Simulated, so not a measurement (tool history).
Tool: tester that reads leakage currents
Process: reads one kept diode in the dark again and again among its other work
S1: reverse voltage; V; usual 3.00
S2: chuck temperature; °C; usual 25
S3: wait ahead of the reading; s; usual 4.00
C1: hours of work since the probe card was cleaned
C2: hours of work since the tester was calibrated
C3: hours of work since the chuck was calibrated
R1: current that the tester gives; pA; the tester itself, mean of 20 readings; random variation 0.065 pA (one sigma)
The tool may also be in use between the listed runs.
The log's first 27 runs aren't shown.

run	day	S1	S2	S3	C1	C2	C3	R1
28	189.258	1.03	20	6.84	1759	3071	634	6.63
29	198.600	3.00	49	4.00	1900	3212	775	71.55
30	204.417	1.33	23	1.16	1988	3300	863	9.32
31	208.792	12.19	31	4.00	2055	3367	929	35.33
32	213.250	2.64	45	0.39	2122	3434	997	55.40
33	218.588	8.23	58	3.66	2203	3515	1078	176.91
# day 223.233: chuck's temperature calibrated
34	225.300	1.95	30	3.22	2303	3615	31	17.30
35	230.196	3.00	34	0.55	2378	3689	105	28.01

3 ways to go on from here, each from the tool as it stands after run 35. What would each give?
A	235.967	1.26	25	0.48	2465	3777	193	?
B	235.967	11.48	51	0.92	2465	3777	193	?
C	235.967	3.00	28	8.71	2465	3777	193	?

run	R1
A	11.07
B	131.94
C	17.14
Without the tool's hidden state the same runs would have given:
run	R1
A	11.06
B	131.91
C	17.13

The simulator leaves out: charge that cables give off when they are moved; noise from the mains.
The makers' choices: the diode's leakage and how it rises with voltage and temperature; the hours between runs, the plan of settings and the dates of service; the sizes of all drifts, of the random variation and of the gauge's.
